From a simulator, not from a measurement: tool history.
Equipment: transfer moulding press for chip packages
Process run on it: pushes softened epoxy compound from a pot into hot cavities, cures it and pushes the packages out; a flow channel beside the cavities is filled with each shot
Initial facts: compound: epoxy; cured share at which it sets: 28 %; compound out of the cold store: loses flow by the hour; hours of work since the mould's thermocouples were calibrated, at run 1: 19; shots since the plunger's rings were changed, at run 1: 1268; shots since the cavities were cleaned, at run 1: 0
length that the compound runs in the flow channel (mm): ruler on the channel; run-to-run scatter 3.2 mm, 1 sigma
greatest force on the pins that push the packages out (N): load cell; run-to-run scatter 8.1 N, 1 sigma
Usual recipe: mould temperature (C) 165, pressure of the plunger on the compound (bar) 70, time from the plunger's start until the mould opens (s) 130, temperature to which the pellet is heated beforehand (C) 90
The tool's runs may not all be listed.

run,day,mould temperature (C),pressure of the plunger on the compound (bar),time from the plunger's start until the mould opens (s),temperature to which the pellet is heated beforehand (C),hours of work since the mould's thermocouples were calibrated,shots since the plunger's rings were changed,shots since the cavities were cleaned,incoming compound's hours out of the cold store,length that the compound runs in the flow channel (mm),greatest force on the pins that push the packages out (N)
1,0,165,70,130,90,19,1268,0,30.4,687,355
# day 3.125: cavities cleaned with cleaning compound and waxed
2,3.583,165,70,130,90,76,2043,102,33.2,678,348
# day 6.342: cavities cleaned with cleaning compound and waxed
3,7.421,165,70,130,90,137,2873,237,31.1,685,345
# day 9.646: cavities cleaned with cleaning compound and waxed
4,11.475,166,70,130,90,202,3752,402,33.3,676,339
# day 12.862: cavities cleaned with cleaning compound and waxed
# day 13.808: plunger's sealing rings changed
5,15.142,165,70,130,98,259,294,479,28.4,697,334
# day 16.233: cavities cleaned with cleaning compound and waxed
6,17.646,165,70,130,98,298,831,310,45.4,645,343
# day 19.367: cavities cleaned with cleaning compound and waxed
7,21.762,165,70,130,98,364,1724,527,10.7,756,348
# day 22.604: cavities cleaned with cleaning compound and waxed
8,23.875,165,70,130,90,397,2175,280,19.1,733,343
# day 25.708: cavities cleaned with cleaning compound and waxed
9,27.217,165,70,136,90,450,2896,331,21.9,723,331
# day 29.104: cavities cleaned with cleaning compound and waxed
10,31.321,170,70,130,90,515,3787,489,46.5,623,311
# day 32.388: cavities cleaned with cleaning compound and waxed
# day 33.183: plunger's sealing rings changed
11,35.462,170,70,130,90,580,501,654,38.6,650,305
# day 35.733: cavities cleaned with cleaning compound and waxed
12,38.629,170,70,130,90,630,1184,637,13.3,730,300
# day 39: cavities cleaned with cleaning compound and waxed
13,40.912,165,70,130,100,666,1674,421,17.5,731,355
# day 42.175: cavities cleaned with cleaning compound and waxed
14,42.721,165,70,130,100,694,2058,120,38.2,666,345
# day 45.354: cavities cleaned with cleaning compound and waxed
15,46.675,166,67.5,124,100,757,2914,290,42.5,637,345
# day 48.533: cavities cleaned with cleaning compound and waxed
# day 50.325: mould's thermocouples calibrated
16,50.75,166,67.5,124,100,7,3779,469,47.6,626,344
# day 51.904: cavities cleaned with cleaning compound and waxed
# day 52.938: plunger's sealing rings changed
17,53.742,159,63.9,126,91,53,177,382,37.8,657,522
# day 55.421: cavities cleaned with cleaning compound and waxed
18,56.612,159,63.9,126,91,98,795,262,22.2,716,559
# day 58.867: cavities cleaned with cleaning compound and waxed
19,60.479,165,70,114,90,160,1633,355,26.7,697,404
# day 62.158: cavities cleaned with cleaning compound and waxed
20,64.267,165,70,114,90,220,2453,464,42.7,656,408

Forecast run 21:
# day 65.3: cavities cleaned with cleaning compound and waxed
21,67.338,165,70,114,90,268,3115,448,19,?,?

{"run 21": {"length that the compound runs in the flow channel (mm)": 721, "greatest force on the pins that push the packages out (N)": 420}}
Take away the tool's hidden state, keep the run-to-run variation as it was, and the same run would have given length that the compound runs in the flow channel (mm) 721, greatest force on the pins that push the packages out (N) 415.
